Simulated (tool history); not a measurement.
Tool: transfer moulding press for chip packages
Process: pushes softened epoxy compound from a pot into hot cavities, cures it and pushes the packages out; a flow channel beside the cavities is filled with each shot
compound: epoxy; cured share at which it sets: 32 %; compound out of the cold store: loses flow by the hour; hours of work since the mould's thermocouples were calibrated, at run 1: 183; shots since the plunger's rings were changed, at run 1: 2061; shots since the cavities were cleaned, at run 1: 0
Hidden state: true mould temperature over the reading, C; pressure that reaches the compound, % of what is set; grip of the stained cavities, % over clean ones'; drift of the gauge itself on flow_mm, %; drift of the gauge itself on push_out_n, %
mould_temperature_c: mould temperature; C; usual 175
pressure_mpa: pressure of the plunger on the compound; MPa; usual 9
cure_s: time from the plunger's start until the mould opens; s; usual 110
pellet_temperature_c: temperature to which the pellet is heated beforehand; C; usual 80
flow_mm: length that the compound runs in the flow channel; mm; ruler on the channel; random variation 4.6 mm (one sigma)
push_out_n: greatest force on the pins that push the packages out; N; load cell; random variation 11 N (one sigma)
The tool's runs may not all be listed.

run,day,mould_temperature_c,pressure_mpa,cure_s,pellet_temperature_c,hours of work since the mould's thermocouples were calibrated,shots since the plunger's rings were changed,shots since the cavities were cleaned,incoming compound's hours out of the cold store,flow_mm,push_out_n
1,0,175,9,110,80,183,2061,0,14.6,827,486
2,1.633,175,9,110,80,208,2462,401,23.2,806,723
# day 2.1: cavities cleaned with cleaning compound and waxed
3,3.583,175,9,110,80,238,2925,365,18.2,813,731
# day 4.038: cavities cleaned with cleaning compound and waxed
4,4.654,175,9,110,80,253,3173,151,14.3,818,635
# day 6.012: cavities cleaned with cleaning compound and waxed
5,6.229,175,9,110,80,277,3544,53,16,805,549
# day 7.929: cavities cleaned with cleaning compound and waxed
6,7.929,175,9,110,80,302,3946,0,46.3,719,471
7,9.442,175,9,110,80,326,4318,372,25.5,763,734
# day 9.85: cavities cleaned with cleaning compound and waxed
8,11.033,175,9,110,80,349,4692,290,38.6,723,691
# day 11.833: cavities cleaned with cleaning compound and waxed
9,12.412,175,9,110,80,370,5017,143,35.8,734,612
# day 12.671: plunger's sealing rings changed
# day 13.925: cavities cleaned with cleaning compound and waxed
10,14.738,175,9,110,74,403,492,199,31,796,659
# day 15.958: cavities cleaned with cleaning compound and waxed
11,16.15,175,9,110,74,424,823,46,41.6,771,531
12,17.525,175,9,110,80,446,1161,384,23.7,816,730
# day 17.95: cavities cleaned with cleaning compound and waxed
13,19.712,175,10.61,110,90,479,1683,433,23.7,886,723
# day 19.9: mould's thermocouples calibrated
# day 19.962: cavities cleaned with cleaning compound and waxed
14,21.296,173,10.14,110,90,21,2035,326,42.1,800,734
# day 21.9: cavities cleaned with cleaning compound and waxed
15,23.433,182,10.33,110,90,53,2545,377,12.5,863,613
# day 23.921: cavities cleaned with cleaning compound and waxed
16,24.438,179,9.91,127,89,68,2776,126,40.5,771,483
# day 25.962: cavities cleaned with cleaning compound and waxed
17,26.617,172,9.24,135,85,100,3296,160,42.9,748,541
# day 27.975: cavities cleaned with cleaning compound and waxed
18,28.075,172,9.24,129,85,122,3639,24,45.6,743,467
19,28.954,179,8.32,129,70,136,3855,240,16.8,758,550
# day 29.362: mould's thermocouples calibrated, once more
# day 30.117: cavities cleaned with cleaning compound and waxed
20,30.238,179,8.32,115,70,13,4135,31,39,699,466
21,31.262,179,8.32,115,70,29,4386,282,45.4,685,612
# day 32.038: cavities cleaned with cleaning compound and waxed
22,32.325,177,9,110,80,44,4632,71,19.7,788,544
# day 34.117: plunger's sealing rings changed
# day 34.179: cavities cleaned with cleaning compound and waxed
23,34.592,177,9,110,80,77,102,102,47.6,757,538

Hidden state or all else? Some run-to-run changes of flow_mm, split into what the settings, what came in and random variation would give without the hidden state, and what is left for the hidden state (with any gauge scatter that isn't in both results):
Run 9 -> 10: pellet_temperature_c 80 -> 74, plunger's sealing rings changed, cavities cleaned with cleaning compound and waxed. flow_mm +62 mm: hidden state +58, all else +4.
Run 15 -> 16: mould_temperature_c 182 -> 179, pressure_mpa 10.33 -> 9.91, cure_s 110 -> 127, pellet_temperature_c 90 -> 89, cavities cleaned with cleaning compound and waxed. flow_mm -92 mm: hidden state +1, all else -93.
Run 21 -> 22: mould_temperature_c 179 -> 177, pressure_mpa 8.32 -> 9, cure_s 115 -> 110, pellet_temperature_c 70 -> 80, cavities cleaned with cleaning compound and waxed. flow_mm +103 mm: hidden state -12, all else +115.
Run 22 -> 23: plunger's sealing rings changed, cavities cleaned with cleaning compound and waxed. flow_mm -31 mm: hidden state +58, all else -89.
